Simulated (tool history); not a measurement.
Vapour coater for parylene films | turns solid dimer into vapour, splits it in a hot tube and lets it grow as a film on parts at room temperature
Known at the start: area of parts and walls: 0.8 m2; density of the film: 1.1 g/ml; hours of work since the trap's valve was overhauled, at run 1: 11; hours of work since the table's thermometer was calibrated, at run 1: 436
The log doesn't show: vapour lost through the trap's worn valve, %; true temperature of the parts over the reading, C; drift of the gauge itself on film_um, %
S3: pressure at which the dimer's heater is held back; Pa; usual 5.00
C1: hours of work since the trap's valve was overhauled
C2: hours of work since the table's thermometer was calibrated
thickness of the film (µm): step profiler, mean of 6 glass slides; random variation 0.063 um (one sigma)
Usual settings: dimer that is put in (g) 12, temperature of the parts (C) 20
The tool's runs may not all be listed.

Run 1, hour 0.0: usual settings; C1 11; C2 436. Result: thickness of the film (µm) 9.08.
Run 2, hour 39.5: usual settings but temperature of the parts (C) 30; C1 29; C2 455. Result: thickness of the film (µm) 6.53.
Run 3, hour 78.3: usual settings but S3 2.57 Pa; C1 47; C2 472. Result: thickness of the film (µm) 9.44.
Run 4, hour 111.9: usual settings but S3 2.57 Pa; C1 62; C2 488. Result: thickness of the film (µm) 9.43.
Run 5, hour 149.9: usual settings but dimer that is put in (g) 7, S3 2.57 Pa; C1 80; C2 505. Result: thickness of the film (µm) 5.47.
Run 6, hour 197.2: usual settings but dimer that is put in (g) 7, S3 2.57 Pa; C1 101; C2 527. Result: thickness of the film (µm) 5.45.
Run 7, hour 249.2: usual settings but dimer that is put in (g) 7, S3 2.57 Pa; C1 125; C2 551. Result: thickness of the film (µm) 5.47.
Run 8, hour 301.0: usual settings but dimer that is put in (g) 7, S3 2.57 Pa; C1 149; C2 575. Result: thickness of the film (µm) 5.39.
Run 9, hour 329.1: usual settings; C1 162; C2 587. Result: thickness of the film (µm) 8.98.
Run 10, hour 371.6: usual settings; C1 182; C2 607. Result: thickness of the film (µm) 8.89.
Run 11, hour 421.2: usual settings; C1 204; C2 630. Result: thickness of the film (µm) 8.80.
At hour 429.1: trap's valve overhauled.
Run 12, hour 460.6: usual settings; C1 14; C2 646. Result: thickness of the film (µm) 8.71.
Run 13, hour 499.2: usual settings; C1 32; C2 664. Result: thickness of the film (µm) 8.63.
Run 14, hour 536.7: usual settings but dimer that is put in (g) 10, temperature of the parts (C) 15, S3 11.59 Pa; C1 49; C2 681. Result: thickness of the film (µm) 8.02.
Run 15, hour 581.6: usual settings but temperature of the parts (C) 22, S3 3.75 Pa; C1 70; C2 701. Result: thickness of the film (µm) 8.21.
At hour 632.7: trap's valve overhauled, once more.
Run 16, hour 642.7: usual settings but temperature of the parts (C) 22, S3 2.87 Pa; C1 5; C2 728. Result: thickness of the film (µm) 8.85.
Run 17, hour 690.5: usual settings but temperature of the parts (C) 22, S3 2.87 Pa; C1 27; C2 750. Result: thickness of the film (µm) 8.86.
Run 18, hour 746.2: usual settings but temperature of the parts (C) 14, S3 5.86 Pa; C1 52; C2 775. Result: thickness of the film (µm) 10.87.
Run 19, hour 803.0: usual settings but temperature of the parts (C) 19, S3 3.89 Pa; C1 78; C2 801. Result: thickness of the film (µm) 9.40.
Run 20, hour 855.4: usual settings but temperature of the parts (C) 19, S3 3.89 Pa; C1 102; C2 825. Result: thickness of the film (µm) 9.45.
Run 21, hour 896.8: usual settings but temperature of the parts (C) 19, S3 3.89 Pa; C1 121; C2 844. Result: thickness of the film (µm) 9.40.
Run 22, hour 935.2: usual settings but dimer that is put in (g) 15, temperature of the parts (C) 16, S3 8.39 Pa; C1 139; C2 862. Result: thickness of the film (µm) 12.16.
Run 23, hour 961.4: usual settings but dimer that is put in (g) 15, temperature of the parts (C) 16, S3 8.39 Pa; C1 151; C2 874. Result: thickness of the film (µm) 12.06.
Run 24, hour 987.2: usual settings but temperature of the parts (C) 25; C1 163; C2 886. Result: thickness of the film (µm) 7.62.
Run 25, hour 1034.8: usual settings but temperature of the parts (C) 25, S3 10.10 Pa; C1 185; C2 908. Result: thickness of the film (µm) 7.12.
Run 26, hour 1072.0: usual settings but dimer that is put in (g) 17, S3 3.35 Pa; C1 202; C2 925. Result: thickness of the film (µm) 12.87.

Some steps in thickness of the film (µm) between neighbouring runs. How much of each would the tool show without its hidden state too (settings, what came in, random variation), and how much is left for the hidden state, with any gauge scatter that isn't in both results?
Run 15 -> 16: S3 3.75 -> 2.87, trap's valve overhauled, once more. thickness of the film (µm) +0.64: hidden state +0.47, all else +0.17.
Run 23 -> 24: dimer that is put in (g) 15 -> 12, temperature of the parts (C) 16 -> 25, S3 8.39 -> 5.00. thickness of the film (µm) -4.44: hidden state +0.07, all else -4.51.
Run 25 -> 26: dimer that is put in (g) 12 -> 17, temperature of the parts (C) 25 -> 20, S3 10.10 -> 3.35. thickness of the film (µm) +5.75: hidden state -0.17, all else +5.92.
